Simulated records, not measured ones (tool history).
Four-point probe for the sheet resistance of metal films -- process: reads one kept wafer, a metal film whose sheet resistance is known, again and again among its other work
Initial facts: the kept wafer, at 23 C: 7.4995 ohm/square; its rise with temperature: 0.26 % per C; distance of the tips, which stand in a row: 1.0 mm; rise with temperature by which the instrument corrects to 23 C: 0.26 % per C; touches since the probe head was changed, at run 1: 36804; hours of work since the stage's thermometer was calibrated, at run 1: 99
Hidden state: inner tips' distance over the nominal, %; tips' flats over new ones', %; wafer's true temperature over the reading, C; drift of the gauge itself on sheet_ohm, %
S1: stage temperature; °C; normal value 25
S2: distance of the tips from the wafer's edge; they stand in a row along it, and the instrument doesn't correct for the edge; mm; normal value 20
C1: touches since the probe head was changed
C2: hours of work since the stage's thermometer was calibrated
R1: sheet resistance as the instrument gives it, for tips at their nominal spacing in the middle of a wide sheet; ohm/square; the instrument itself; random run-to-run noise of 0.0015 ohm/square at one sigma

Run 1, hour 0.0: usual settings; C1 36804; C2 99. Result: R1 7.495719 ohm/square.
Run 2, hour 22.7: usual settings but S1 20 °C; C1 37791; C2 111. Result: R1 7.496822 ohm/square.
Run 3, hour 67.8: usual settings but S1 20 °C; C1 39759; C2 136. Result: R1 7.493114 ohm/square.
Run 4, hour 109.5: usual settings; C1 41572; C2 159. Result: R1 7.497004 ohm/square.
Run 5, hour 154.0: usual settings; C1 43514; C2 183. Result: R1 7.494242 ohm/square.
Run 6, hour 205.4: usual settings but S2 67 mm; C1 45753; C2 211. Result: R1 7.483273 ohm/square.
Run 7, hour 255.1: usual settings but S2 67 mm; C1 47915; C2 239. Result: R1 7.481606 ohm/square.
Run 8, hour 300.9: usual settings but S2 67 mm; C1 49908; C2 264. Result: R1 7.481996 ohm/square.
Run 9, hour 335.2: usual settings but S2 67 mm; C1 51405; C2 282. Result: R1 7.479346 ohm/square.
Run 10, hour 386.2: usual settings but S2 67 mm; C1 53627; C2 310. Result: R1 7.483820 ohm/square.
Run 11, hour 439.0: usual settings; C1 55927; C2 339. Result: R1 7.487347 ohm/square.
Run 12, hour 471.9: usual settings but S1 19 °C; C1 57359; C2 357. Result: R1 7.482960 ohm/square.
Run 13, hour 526.3: usual settings but S1 19 °C, S2 24 mm; C1 59729; C2 387. Result: R1 7.479908 ohm/square.
Run 14, hour 576.0: usual settings; C1 61892; C2 414. Result: R1 7.487828 ohm/square.
Run 15, hour 614.7: usual settings; C1 63578; C2 435. Result: R1 7.486594 ohm/square.
Run 16, hour 665.1: usual settings; C1 65772; C2 463. Result: R1 7.483455 ohm/square.
Run 17, hour 713.5: usual settings; C1 67883; C2 490. Result: R1 7.484410 ohm/square.
Run 18, hour 754.0: usual settings; C1 69644; C2 512. Result: R1 7.481733 ohm/square.
Run 19, hour 806.3: usual settings; C1 71924; C2 540. Result: R1 7.478975 ohm/square.
Run 20, hour 850.0: usual settings but S1 22 °C; C1 73825; C2 564. Result: R1 7.479030 ohm/square.
Run 21, hour 877.2: usual settings but S1 22 °C; C1 75011; C2 579. Result: R1 7.478529 ohm/square.
Run 22, hour 907.1: usual settings but S1 22 °C; C1 76315; C2 595. Result: R1 7.477763 ohm/square.
Run 23, hour 959.0: usual settings but S1 30 °C, S2 8 mm; C1 78573; C2 624. Result: R1 7.533359 ohm/square.
Run 24, hour 999.7: usual settings but S1 18 °C, S2 26 mm; C1 80346; C2 646. Result: R1 7.470359 ohm/square.
Run 25, hour 1054.1: usual settings but S1 21 °C; C1 82716; C2 676. Result: R1 7.473964 ohm/square.
Run 26, hour 1108.7: usual settings but S1 21 °C, S2 3 mm; C1 85095; C2 706. Result: R1 7.883254 ohm/square.
Run 27, hour 1162.2: usual settings but S1 21 °C, S2 3 mm; C1 87423; C2 735. Result: R1 7.882754 ohm/square.
Run 28, hour 1192.9: usual settings but S1 19 °C, S2 4 mm; C1 88761; C2 752. Result: R1 7.700935 ohm/square.
Run 29, hour 1231.0: usual settings but S2 15 mm; C1 90420; C2 773. Result: R1 7.475690 ohm/square.
Run 30, hour 1267.7: usual settings but S1 26 °C; C1 92022; C2 793. Result: R1 7.471746 ohm/square.
Run 31, hour 1294.3: usual settings but S1 21 °C, S2 15 mm; C1 93179; C2 807. Result: R1 7.476393 ohm/square.
Run 32, hour 1327.1: usual settings but S1 21 °C, S2 15 mm; C1 94608; C2 825. Result: R1 7.473528 ohm/square.
Run 33, hour 1372.1: usual settings but S1 21 °C, S2 46 mm; C1 96568; C2 850. Result: R1 7.457319 ohm/square.
Run 34, hour 1396.5: usual settings but S1 21 °C, S2 46 mm; C1 97629; C2 863. Result: R1 7.457513 ohm/square.
Run 35, hour 1431.3: usual settings but S1 20 °C, S2 49 mm; C1 99146; C2 882. Result: R1 7.454565 ohm/square.
Run 36, hour 1455.2: usual settings but S1 21 °C; C1 100187; C2 895. Result: R1 7.463335 ohm/square.
Run 37, hour 1505.9: usual settings but S1 21 °C, S2 6 mm; C1 102397; C2 923. Result: R1 7.563781 ohm/square.
Run 38, hour 1549.8: usual settings but S1 23 °C, S2 31 mm; C1 104309; C2 947. Result: R1 7.458354 ohm/square.
Run 39, hour 1573.0: usual settings but S1 34 °C, S2 62 mm; C1 105319; C2 960. Result: R1 7.457912 ohm/square.
Run 40, hour 1625.3: usual settings but S1 19 °C, S2 19 mm; C1 107595; C2 989. Result: R1 7.459907 ohm/square.
Run 41, hour 1662.2: usual settings but S1 29 °C, S2 40 mm; C1 109205; C2 1009. Result: R1 7.455831 ohm/square.
Run 42, hour 1687.5: usual settings but S1 29 °C, S2 40 mm; C1 110307; C2 1023. Result: R1 7.455947 ohm/square.
Run 43, hour 1739.3: usual settings but S1 35 °C, S2 43 mm; C1 112561; C2 1051. Result: R1 7.455492 ohm/square.

Branching from run 43: 4 alternative next runs. What would each branch give?
Run A, hour 1781.8: usual settings but S1 20 °C; C1 114413; C2 1074. Result: R1 ?.
Run B, hour 1781.8: usual settings but S2 72 mm; C1 114413; C2 1074. Result: R1 ?.
Run C, hour 1781.8: usual settings but S1 20 °C, S2 43 mm; C1 114413; C2 1074. Result: R1 ?.
Run D, hour 1781.8: usual settings but S1 22 °C, S2 7 mm; C1 114413; C2 1074. Result: R1 ?.

run        R1
  A  7.458200
  B  7.452462
  C  7.450773
  D  7.527981
Without the tool's unlogged condition, the same runs would have read:
run        R1
  A  7.509059
  B  7.503191
  C  7.501584
  D  7.579245

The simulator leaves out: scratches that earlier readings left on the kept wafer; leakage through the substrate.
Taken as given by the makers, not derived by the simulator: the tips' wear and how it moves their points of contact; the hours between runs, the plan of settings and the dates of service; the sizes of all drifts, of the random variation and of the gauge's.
